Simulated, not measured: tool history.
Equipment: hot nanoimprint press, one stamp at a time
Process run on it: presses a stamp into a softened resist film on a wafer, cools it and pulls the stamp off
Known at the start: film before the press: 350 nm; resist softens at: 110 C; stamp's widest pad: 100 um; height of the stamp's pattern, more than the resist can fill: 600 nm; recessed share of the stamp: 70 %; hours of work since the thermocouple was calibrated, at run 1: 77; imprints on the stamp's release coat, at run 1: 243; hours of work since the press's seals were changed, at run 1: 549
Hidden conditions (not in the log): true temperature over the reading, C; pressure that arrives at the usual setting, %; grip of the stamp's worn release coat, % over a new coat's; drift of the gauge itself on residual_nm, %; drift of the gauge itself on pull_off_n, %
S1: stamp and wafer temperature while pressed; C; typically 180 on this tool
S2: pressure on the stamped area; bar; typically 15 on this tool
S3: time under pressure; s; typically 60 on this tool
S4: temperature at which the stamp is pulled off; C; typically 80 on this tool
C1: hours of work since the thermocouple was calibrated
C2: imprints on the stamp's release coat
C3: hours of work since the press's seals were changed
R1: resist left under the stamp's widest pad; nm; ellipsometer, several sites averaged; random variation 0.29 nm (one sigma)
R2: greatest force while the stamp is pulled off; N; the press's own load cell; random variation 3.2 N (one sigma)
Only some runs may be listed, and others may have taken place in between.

Run 1, hour 0: usual settings; C1 77; C2 243; C3 549. Result: R1 157.1 nm, R2 166 N.
Run 2, hour 14.9: usual settings; C1 87; C2 295; C3 560. Result: R1 157.3 nm, R2 169 N.
Run 3, hour 31: usual settings; C1 99; C2 352; C3 571. Result: R1 157.5 nm, R2 175 N.
At hour 63.9: press's hydraulic seals changed and the load cell set to zero.
Run 4, hour 68.6: usual settings; C1 120; C2 455; C3 3. Result: R1 157.5 nm, R2 176 N.
Run 5, hour 85.2: usual settings but S3 34 s; C1 131; C2 513; C3 15. Result: R1 193.3 nm, R2 182 N.
Run 6, hour 99.7: usual settings; C1 142; C2 564; C3 25. Result: R1 157 nm, R2 187 N.
Run 7, hour 124.6: usual settings but S4 73 C; C1 159; C2 650; C3 43. Result: R1 157.8 nm, R2 224 N.
Run 8, hour 150: usual settings but S4 73 C; C1 177; C2 739; C3 61. Result: R1 157.7 nm, R2 224 N.
Run 9, hour 166.4: usual settings but S4 73 C; C1 188; C2 797; C3 72. Result: R1 158.7 nm, R2 239 N.
Run 10, hour 185.1: usual settings but S4 73 C; C1 202; C2 862; C3 85. Result: R1 158.5 nm, R2 234 N.
Run 11, hour 211: usual settings but S4 73 C; C1 220; C2 952; C3 103. Result: R1 158.1 nm, R2 254 N.
Run 12, hour 239.2: usual settings but S4 73 C; C1 240; C2 1051; C3 123. Result: R1 158.6 nm, R2 247 N.
At hour 274.3: plate thermocouple calibrated.
Run 13, hour 274.3: usual settings but S4 73 C; C1 0; C2 1163; C3 146. Result: R1 155.6 nm, R2 261 N.
Run 14, hour 300.2: usual settings but S4 73 C; C1 18; C2 1253; C3 164. Result: R1 156.2 nm, R2 266 N.
Run 15, hour 316.4: usual settings but S4 73 C; C1 30; C2 1310; C3 175. Result: R1 156.9 nm, R2 273 N.
Run 16, hour 342.3: usual settings but S4 73 C; C1 48; C2 1401; C3 194. Result: R1 156.4 nm, R2 269 N.
Run 17, hour 358.2: usual settings but S1 189 C, S3 78 s; C1 59; C2 1456; C3 205. Result: R1 106.2 nm, R2 239 N.
Run 18, hour 385.1: usual settings but S1 189 C, S3 78 s; C1 78; C2 1550; C3 224. Result: R1 106.4 nm, R2 245 N.
Run 19, hour 402.2: usual settings but S1 177 C, S2 14 bar; C1 90; C2 1610; C3 236. Result: R1 177.3 nm, R2 239 N.
At hour 439: stamp cleaned and given a new release coat.
Run 20, hour 439.9: usual settings but S2 23.2 bar; C1 112; C2 4; C3 258. Result: R1 130.8 nm, R2 152 N.
Run 21, hour 459: usual settings but S1 188 C, S3 93 s; C1 126; C2 70; C3 272. Result: R1 102.7 nm, R2 157 N.
Run 22, hour 487.6: usual settings but S1 188 C, S2 19.3 bar, S3 64 s, S4 70 C; C1 146; C2 170; C3 292. Result: R1 107.1 nm, R2 201 N.
Run 23, hour 503.9: usual settings but S1 177 C, S2 11.5 bar, S3 44 s; C1 157; C2 227; C3 303. Result: R1 214.1 nm, R2 172 N.

Run 24 has not been measured yet. What should we expect?
Run 24, hour 536.1: usual settings but S1 181 C, S2 9.8 bar, S3 110 s, S4 68 C; C1 180; C2 340; C3 326. Result: R1 ?, R2 ?.

R1: 145.2 nm
R2: 231 N
The same run, on a tool lacking any hidden state, would have yielded R1 142.2 nm, R2 205 N.
